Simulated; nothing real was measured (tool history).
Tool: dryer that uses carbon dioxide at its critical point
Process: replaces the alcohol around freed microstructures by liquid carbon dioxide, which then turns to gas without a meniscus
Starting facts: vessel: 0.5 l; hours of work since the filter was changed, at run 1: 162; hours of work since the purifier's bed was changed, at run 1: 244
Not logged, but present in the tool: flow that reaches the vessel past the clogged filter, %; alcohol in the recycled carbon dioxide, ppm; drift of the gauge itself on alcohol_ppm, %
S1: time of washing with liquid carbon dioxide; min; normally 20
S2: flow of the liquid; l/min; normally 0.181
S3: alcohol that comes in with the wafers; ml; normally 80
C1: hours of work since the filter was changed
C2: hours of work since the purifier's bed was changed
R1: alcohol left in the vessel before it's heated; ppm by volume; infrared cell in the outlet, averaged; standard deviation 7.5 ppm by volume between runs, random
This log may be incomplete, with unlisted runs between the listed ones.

Run 1, day 0.000: usual settings; C1 162; C2 244. Result: R1 512 ppm by volume.
Run 2, day 1.188: usual settings but S3 30 ml; C1 172; C2 255. Result: R1 213 ppm by volume.
Run 3, day 2.408: usual settings; C1 182; C2 265. Result: R1 538 ppm by volume.
Run 4, day 3.650: usual settings but S2 0.233 l/min; C1 193; C2 276. Result: R1 119 ppm by volume.
Run 5, day 4.308: usual settings but S2 0.233 l/min; C1 199; C2 282. Result: R1 111 ppm by volume.
Run 6, day 4.862: usual settings but S2 0.246 l/min; C1 204; C2 286. Result: R1 73 ppm by volume.
Run 7, day 5.583: usual settings but S1 31 min; C1 210; C2 293. Result: R1 50 ppm by volume.
Run 8, day 6.658: usual settings but S1 31 min, S2 0.119 l/min; C1 219; C2 302. Result: R1 587 ppm by volume.
Run 9, day 7.462: usual settings but S1 31 min, S2 0.208 l/min; C1 226; C2 309. Result: R1 37 ppm by volume.
Run 10, day 8.038: usual settings but S1 31 min, S2 0.208 l/min; C1 231; C2 314. Result: R1 47 ppm by volume.
Run 11, day 8.746: usual settings but S1 31 min, S2 0.208 l/min; C1 237; C2 320. Result: R1 41 ppm by volume.
Run 12, day 9.912: usual settings; C1 247; C2 330. Result: R1 558 ppm by volume.
Run 13, day 10.646: usual settings; C1 254; C2 336. Result: R1 580 ppm by volume.
Run 14, day 11.696: usual settings but S2 0.118 l/min, S3 81 ml; C1 263; C2 345. Result: R1 4604 ppm by volume.
Run 15, day 12.800: usual settings but S2 0.118 l/min, S3 81 ml; C1 272; C2 355. Result: R1 4708 ppm by volume.
Run 16, day 13.679: usual settings but S1 23 min, S2 0.146 l/min, S3 58 ml; C1 280; C2 363. Result: R1 693 ppm by volume.
Run 17, day 14.558: usual settings but S1 16 min, S2 0.153 l/min, S3 60 ml; C1 287; C2 370. Result: R1 2809 ppm by volume.
Run 18, day 15.229: usual settings but S1 32 min, S3 58 ml; C1 293; C2 376. Result: R1 47 ppm by volume.
Run 19, day 16.029: usual settings but S1 18 min, S3 21 ml; C1 300; C2 383. Result: R1 318 ppm by volume.
Run 20, day 16.575: usual settings but S2 0.212 l/min; C1 305; C2 388. Result: R1 257 ppm by volume.
Run 21, day 17.838: usual settings but S1 13 min, S2 0.212 l/min, S3 21 ml; C1 316; C2 398. Result: R1 614 ppm by volume.
Run 22, day 18.446: usual settings but S1 22 min, S2 0.135 l/min, S3 72 ml; C1 321; C2 404. Result: R1 1671 ppm by volume.
Run 23, day 19.083: usual settings but S2 0.112 l/min, S3 25 ml; C1 326; C2 409. Result: R1 1835 ppm by volume.
Run 24, day 19.750: usual settings but S1 18 min, S2 0.121 l/min, S3 26 ml; C1 332; C2 415. Result: R1 2054 ppm by volume.
Run 25, day 20.879: usual settings but S1 30 min, S2 0.156 l/min, S3 106 ml; C1 342; C2 425. Result: R1 214 ppm by volume.

Below are 5 alternative next runs, each starting from the tool's condition after run 25. Predict each:
Run A, day 21.429: usual settings but S2 0.194 l/min, S3 38 ml; C1 347; C2 429. Result: R1 ?.
Run B, day 21.429: usual settings but S1 26 min, S2 0.141 l/min, S3 31 ml; C1 347; C2 429. Result: R1 ?.
Run C, day 21.429: usual settings but S1 29 min, S2 0.193 l/min, S3 106 ml; C1 347; C2 429. Result: R1 ?.
Run D, day 21.429: usual settings but S1 29 min, S2 0.275 l/min, S3 106 ml; C1 347; C2 429. Result: R1 ?.
Run E, day 21.429: usual settings but S1 30 min, S2 0.304 l/min, S3 106 ml; C1 347; C2 429. Result: R1 ?.

run   R1
  A  235
  B  303
  C   85
  D   47
  E   45
Without the tool's hidden state the same runs would have given:
run   R1
  A  113
  B  162
  C   25
  D    7
  E    7
